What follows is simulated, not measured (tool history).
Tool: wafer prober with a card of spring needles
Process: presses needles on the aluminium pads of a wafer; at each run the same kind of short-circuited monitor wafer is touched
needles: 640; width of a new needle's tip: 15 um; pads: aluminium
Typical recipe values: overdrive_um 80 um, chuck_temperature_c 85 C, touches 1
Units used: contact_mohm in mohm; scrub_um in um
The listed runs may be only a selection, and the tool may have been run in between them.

{"run": 1, "hour": 0.0, "overdrive_um": 80, "chuck_temperature_c": 85, "touches": 1, "contact_mohm": 205, "scrub_um": 10.43}
{"hour": 9.7, "done": "tips cleaned on abrasive film"}
{"hour": 18.5, "done": "tips cleaned on abrasive film"}
{"run": 2, "hour": 19.6, "overdrive_um": 80, "chuck_temperature_c": 85, "touches": 1, "contact_mohm": 202, "scrub_um": 10.45}
{"hour": 27.0, "done": "tips cleaned on abrasive film"}
{"hour": 36.9, "done": "tips cleaned on abrasive film"}
{"run": 3, "hour": 42.4, "overdrive_um": 80, "chuck_temperature_c": 85, "touches": 1, "contact_mohm": 199, "scrub_um": 10.42}
{"hour": 46.9, "done": "tips cleaned on abrasive film"}
{"hour": 55.2, "done": "tips cleaned on abrasive film"}
{"run": 4, "hour": 56.9, "overdrive_um": 80, "chuck_temperature_c": 85, "touches": 1, "contact_mohm": 205, "scrub_um": 10.46}
{"hour": 64.0, "done": "tips cleaned on abrasive film"}
{"hour": 73.1, "done": "tips cleaned on abrasive film"}
{"hour": 75.4, "done": "height of the first contact set anew"}
{"run": 5, "hour": 79.5, "overdrive_um": 80, "chuck_temperature_c": 46, "touches": 1, "contact_mohm": 194, "scrub_um": 10.47}
{"hour": 83.0, "done": "tips cleaned on abrasive film"}
{"hour": 92.0, "done": "tips cleaned on abrasive film"}
{"run": 6, "hour": 95.1, "overdrive_um": 80, "chuck_temperature_c": 46, "touches": 1, "contact_mohm": 196, "scrub_um": 10.45}
{"hour": 101.6, "done": "tips cleaned on abrasive film"}
{"hour": 110.7, "done": "tips cleaned on abrasive film"}
{"hour": 119.2, "done": "tips cleaned on abrasive film"}
{"run": 7, "hour": 119.6, "overdrive_um": 80, "chuck_temperature_c": 46, "touches": 1, "contact_mohm": 192, "scrub_um": 10.48}
{"hour": 128.0, "done": "tips cleaned on abrasive film"}
{"hour": 137.7, "done": "tips cleaned on abrasive film"}
{"run": 8, "hour": 143.7, "overdrive_um": 80, "chuck_temperature_c": 46, "touches": 1, "contact_mohm": 195, "scrub_um": 10.47}
{"hour": 146.4, "done": "tips cleaned on abrasive film"}
{"hour": 155.1, "done": "tips cleaned on abrasive film"}
{"run": 9, "hour": 156.3, "overdrive_um": 80, "chuck_temperature_c": 85, "touches": 1, "contact_mohm": 201, "scrub_um": 10.52}
{"hour": 164.5, "done": "tips cleaned on abrasive film"}
{"hour": 172.9, "done": "tips cleaned on abrasive film"}
{"hour": 176.2, "done": "height of the first contact set anew"}
{"run": 10, "hour": 181.3, "overdrive_um": 80, "chuck_temperature_c": 85, "touches": 1, "contact_mohm": 206, "scrub_um": 10.5}
{"hour": 183.0, "done": "tips cleaned on abrasive film"}
{"hour": 192.7, "done": "tips cleaned on abrasive film"}
{"run": 11, "hour": 197.4, "overdrive_um": 80, "chuck_temperature_c": 85, "touches": 1, "contact_mohm": 201, "scrub_um": 10.49}
{"hour": 201.1, "done": "tips cleaned on abrasive film"}
{"hour": 210.9, "done": "tips cleaned on abrasive film"}
{"run": 12, "hour": 216.2, "overdrive_um": 76, "chuck_temperature_c": 59, "touches": 2, "contact_mohm": 197, "scrub_um": 9.97}
{"hour": 220.4, "done": "tips cleaned on abrasive film"}
{"hour": 229.2, "done": "tips cleaned on abrasive film"}
{"run": 13, "hour": 233.1, "overdrive_um": 76, "chuck_temperature_c": 82, "touches": 2, "contact_mohm": 204, "scrub_um": 10.01}
{"hour": 238.7, "done": "tips cleaned on abrasive film"}
{"hour": 248.1, "done": "tips cleaned on abrasive film"}
{"run": 14, "hour": 249.0, "overdrive_um": 76, "chuck_temperature_c": 82, "touches": 2, "contact_mohm": 200, "scrub_um": 9.98}
{"hour": 256.6, "done": "tips cleaned on abrasive film"}
{"hour": 265.3, "done": "tips cleaned on abrasive film"}
{"run": 15, "hour": 271.4, "overdrive_um": 76, "chuck_temperature_c": 82, "touches": 2, "contact_mohm": 202, "scrub_um": 10.0}
{"hour": 275.0, "done": "tips cleaned on abrasive film"}
{"hour": 276.8, "done": "height of the first contact set anew"}
{"run": 16, "hour": 283.3, "overdrive_um": 80, "chuck_temperature_c": 83, "touches": 2, "contact_mohm": 205, "scrub_um": 10.54}
{"hour": 284.8, "done": "tips cleaned on abrasive film"}
{"hour": 294.8, "done": "tips cleaned on abrasive film"}
{"hour": 303.6, "done": "tips cleaned on abrasive film"}
{"run": 17, "hour": 309.6, "overdrive_um": 80, "chuck_temperature_c": 83, "touches": 2, "contact_mohm": 203, "scrub_um": 10.53}
{"hour": 313.5, "done": "tips cleaned on abrasive film"}
{"hour": 321.9, "done": "tips cleaned on abrasive film"}
{"hour": 332.1, "done": "tips cleaned on abrasive film"}
{"run": 18, "hour": 334.3, "overdrive_um": 67, "chuck_temperature_c": 70, "touches": 2, "contact_mohm": 201, "scrub_um": 8.84}
{"hour": 341.7, "done": "tips cleaned on abrasive film"}
{"hour": 351.7, "done": "tips cleaned on abrasive film"}
{"run": 19, "hour": 353.6, "overdrive_um": 92, "chuck_temperature_c": 70, "touches": 2, "contact_mohm": 200, "scrub_um": 12.15}

Branching from run 19: 5 alternative next runs. What would each branch give?
{"hour": 360.6, "done": "tips cleaned on abrasive film"}
{"run": "A", "hour": 365.1, "overdrive_um": 92, "chuck_temperature_c": 70, "touches": 2, "contact_mohm": "?", "scrub_um": "?"}
{"hour": 360.6, "done": "tips cleaned on abrasive film"}
{"run": "B", "hour": 365.1, "overdrive_um": 92, "chuck_temperature_c": 28, "touches": 2, "contact_mohm": "?", "scrub_um": "?"}
{"hour": 360.6, "done": "tips cleaned on abrasive film"}
{"run": "C", "hour": 365.1, "overdrive_um": 97, "chuck_temperature_c": 70, "touches": 2, "contact_mohm": "?", "scrub_um": "?"}
{"hour": 360.6, "done": "tips cleaned on abrasive film"}
{"run": "D", "hour": 365.1, "overdrive_um": 92, "chuck_temperature_c": 77, "touches": 2, "contact_mohm": "?", "scrub_um": "?"}
{"hour": 360.6, "done": "tips cleaned on abrasive film"}
{"run": "E", "hour": 365.1, "overdrive_um": 80, "chuck_temperature_c": 85, "touches": 3, "contact_mohm": "?", "scrub_um": "?"}

run=A contact_mohm=201 scrub_um=12.15
run=B contact_mohm=188 scrub_um=12.15
run=C contact_mohm=198 scrub_um=12.79
run=D contact_mohm=199 scrub_um=12.15
run=E contact_mohm=204 scrub_um=10.58
The same runs, with their run-to-run variation unchanged, on a tool lacking any hidden condition would have given:
run=A contact_mohm=200 scrub_um=11.97
run=B contact_mohm=188 scrub_um=11.98
run=C contact_mohm=198 scrub_um=12.61
run=D contact_mohm=199 scrub_um=11.98
run=E contact_mohm=204 scrub_um=10.43

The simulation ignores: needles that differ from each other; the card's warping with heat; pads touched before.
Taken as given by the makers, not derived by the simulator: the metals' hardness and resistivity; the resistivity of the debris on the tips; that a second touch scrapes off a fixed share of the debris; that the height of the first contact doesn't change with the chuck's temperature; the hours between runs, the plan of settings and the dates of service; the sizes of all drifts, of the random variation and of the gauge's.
